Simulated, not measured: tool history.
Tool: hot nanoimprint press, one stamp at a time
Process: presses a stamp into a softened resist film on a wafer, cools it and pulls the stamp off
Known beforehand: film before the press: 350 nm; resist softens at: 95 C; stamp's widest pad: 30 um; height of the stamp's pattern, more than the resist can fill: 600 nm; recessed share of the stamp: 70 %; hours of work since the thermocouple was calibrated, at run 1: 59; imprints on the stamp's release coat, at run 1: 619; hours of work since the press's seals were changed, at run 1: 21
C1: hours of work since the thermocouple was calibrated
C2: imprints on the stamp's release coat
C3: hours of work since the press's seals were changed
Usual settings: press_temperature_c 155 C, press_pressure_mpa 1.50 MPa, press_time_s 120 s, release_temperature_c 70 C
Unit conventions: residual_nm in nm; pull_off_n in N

run 1 hour=0.0 | press_temperature_c=155 press_pressure_mpa=1.50 press_time_s=120 release_temperature_c=70 | C1=59 C2=619 C3=21 | residual_nm=153.6 pull_off_n=141
run 2 hour=52.1 | press_temperature_c=155 press_pressure_mpa=1.50 press_time_s=120 release_temperature_c=56 | C1=98 C2=863 C3=59 | residual_nm=153.1 pull_off_n=152
-- hour=83.9 stamp cleaned and given a new release coat
run 3 hour=108.0 | press_temperature_c=153 press_pressure_mpa=1.50 press_time_s=120 release_temperature_c=70 | C1=135 C2=114 C3=96 | residual_nm=164.4 pull_off_n=141
run 4 hour=165.0 | press_temperature_c=153 press_pressure_mpa=1.50 press_time_s=120 release_temperature_c=70 | C1=177 C2=382 C3=138 | residual_nm=163.8 pull_off_n=143
run 5 hour=214.9 | press_temperature_c=155 press_pressure_mpa=1.50 press_time_s=120 release_temperature_c=70 | C1=214 C2=615 C3=175 | residual_nm=153.4 pull_off_n=137
-- hour=272.4 plate thermocouple calibrated
run 6 hour=272.4 | press_temperature_c=155 press_pressure_mpa=1.50 press_time_s=120 release_temperature_c=70 | C1=0 C2=872 C3=216 | residual_nm=153.3 pull_off_n=139
-- hour=301.0 stamp cleaned and given a new release coat
run 7 hour=345.1 | press_temperature_c=155 press_pressure_mpa=1.50 press_time_s=120 release_temperature_c=70 | C1=49 C2=207 C3=265 | residual_nm=153.1 pull_off_n=141
run 8 hour=397.2 | press_temperature_c=155 press_pressure_mpa=1.50 press_time_s=196 release_temperature_c=70 | C1=88 C2=451 C3=304 | residual_nm=126.3 pull_off_n=142
run 9 hour=444.5 | press_temperature_c=155 press_pressure_mpa=1.50 press_time_s=120 release_temperature_c=70 | C1=123 C2=674 C3=339 | residual_nm=153.6 pull_off_n=140
-- hour=516.8 stamp cleaned and given a new release coat
run 10 hour=519.9 | press_temperature_c=155 press_pressure_mpa=1.50 press_time_s=120 release_temperature_c=70 | C1=174 C2=15 C3=390 | residual_nm=154.3 pull_off_n=139
run 11 hour=567.3 | press_temperature_c=155 press_pressure_mpa=1.50 press_time_s=120 release_temperature_c=70 | C1=209 C2=237 C3=425 | residual_nm=153.6 pull_off_n=142
-- hour=627.4 plate thermocouple calibrated
run 12 hour=627.4 | press_temperature_c=155 press_pressure_mpa=1.50 press_time_s=120 release_temperature_c=70 | C1=0 C2=506 C3=467 | residual_nm=152.9 pull_off_n=144
run 13 hour=668.3 | press_temperature_c=155 press_pressure_mpa=1.50 press_time_s=120 release_temperature_c=70 | C1=30 C2=697 C3=498 | residual_nm=153.4 pull_off_n=141
run 14 hour=699.5 | press_temperature_c=155 press_pressure_mpa=1.50 press_time_s=120 release_temperature_c=70 | C1=53 C2=844 C3=521 | residual_nm=152.5 pull_off_n=140
-- hour=736.5 stamp cleaned and given a new release coat
run 15 hour=751.9 | press_temperature_c=155 press_pressure_mpa=1.50 press_time_s=120 release_temperature_c=70 | C1=88 C2=72 C3=555 | residual_nm=153.6 pull_off_n=138
run 16 hour=783.1 | press_temperature_c=155 press_pressure_mpa=1.50 press_time_s=120 release_temperature_c=70 | C1=111 C2=218 C3=578 | residual_nm=153.2 pull_off_n=142
run 17 hour=817.8 | press_temperature_c=166 press_pressure_mpa=1.50 press_time_s=142 release_temperature_c=57 | C1=136 C2=381 C3=604 | residual_nm=97.7 pull_off_n=153
run 18 hour=868.0 | press_temperature_c=166 press_pressure_mpa=1.50 press_time_s=142 release_temperature_c=57 | C1=174 C2=617 C3=641 | residual_nm=97.8 pull_off_n=152
run 19 hour=924.7 | press_temperature_c=148 press_pressure_mpa=1.20 press_time_s=120 release_temperature_c=77 | C1=216 C2=883 C3=683 | residual_nm=211.0 pull_off_n=133
-- hour=954.7 stamp cleaned and given a new release coat
-- hour=983.7 plate thermocouple calibrated
run 20 hour=998.4 | press_temperature_c=149 press_pressure_mpa=1.28 press_time_s=84 release_temperature_c=71 | C1=11 C2=191 C3=731 | residual_nm=225.8 pull_off_n=138
run 21 hour=1067.3 | press_temperature_c=156 press_pressure_mpa=1.50 press_time_s=195 release_temperature_c=77 | C1=62 C2=515 C3=782 | residual_nm=122.4 pull_off_n=134
run 22 hour=1113.5 | press_temperature_c=156 press_pressure_mpa=1.50 press_time_s=195 release_temperature_c=77 | C1=96 C2=732 C3=816 | residual_nm=122.2 pull_off_n=134
-- hour=1139.5 press's hydraulic seals changed and the load cell set to zero
-- hour=1183.1 stamp cleaned and given a new release coat
run 23 hour=1189.9 | press_temperature_c=155 press_pressure_mpa=1.50 press_time_s=68 release_temperature_c=71 | C1=142 C2=32 C3=33 | residual_nm=189.1 pull_off_n=137
run 24 hour=1260.0 | press_temperature_c=155 press_pressure_mpa=1.50 press_time_s=68 release_temperature_c=71 | C1=194 C2=361 C3=85 | residual_nm=189.6 pull_off_n=139
run 25 hour=1292.5 | press_temperature_c=145 press_pressure_mpa=1.50 press_time_s=228 release_temperature_c=71 | C1=218 C2=513 C3=109 | residual_nm=175.1 pull_off_n=141
-- hour=1344.2 plate thermocouple calibrated
run 26 hour=1362.1 | press_temperature_c=145 press_pressure_mpa=1.50 press_time_s=228 release_temperature_c=71 | C1=13 C2=826 C3=158 | residual_nm=174.8 pull_off_n=139

Run 27 comes next. What will it give?
-- hour=1401.2 stamp cleaned and given a new release coat
run 27 hour=1408.2 | press_temperature_c=145 press_pressure_mpa=1.50 press_time_s=228 release_temperature_c=66 | C1=43 C2=32 C3=188 | residual_nm=? pull_off_n=?

residual_nm: 173.7 nm
pull_off_n: 140 N
With no hidden state in the tool, this same run would have given residual_nm 173.7 nm, pull_off_n 140 N.
